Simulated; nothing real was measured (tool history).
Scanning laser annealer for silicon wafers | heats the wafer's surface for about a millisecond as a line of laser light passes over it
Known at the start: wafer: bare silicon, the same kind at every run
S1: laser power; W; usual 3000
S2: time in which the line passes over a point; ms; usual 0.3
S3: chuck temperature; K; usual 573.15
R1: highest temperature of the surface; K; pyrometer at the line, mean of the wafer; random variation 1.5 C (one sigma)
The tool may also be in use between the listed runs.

run   hour    S1     S2      S3       R1
  1      0  3000    0.3  573.15  1284.15
  2   31.8  3000    0.3  573.15  1282.15
  3  100.5  3000    0.3  573.15  1283.15
  4  157.5  3000    0.3  545.15  1250.15
  5  225.4  3000    0.3  545.15  1250.15
  6    257  3000    0.3  545.15  1250.15
  7  302.5  3000    0.3  545.15  1250.15
  8  340.2  3000    0.3  545.15  1249.15
  9  394.3  3000   0.32  545.15  1271.15
 10  433.5  2769  0.357  578.15  1268.15
 11  485.4  3000    0.3  548.15  1247.15
 12  516.8  3000    0.3  548.15  1235.15
 13  571.8  3000  0.295  573.15  1249.15
 14  617.4  3000  0.295  573.15  1251.15
 15  677.6  2879  0.265  573.15  1178.15
 16    707  2879  0.265  573.15  1176.15
 17  773.2  2891  0.318  578.15  1244.15
 18  840.4  3078    0.3  573.15  1277.15

Not shown: 1 entry that the log had between the listed runs. Between which runs, and how does the tool's hidden state differ before and after?
Between runs 11 and 12: window over the wafer cleaned (hour 510.7)
  light that passes the window, % of a clean one's: 97.46 -> 96.23; laser's true power over the reading, %: 0.64 -> 0.65; width of the line over the set one, %: 1.57 -> 1.61
  measured less the result without the state, R1: -28 -> -40 K
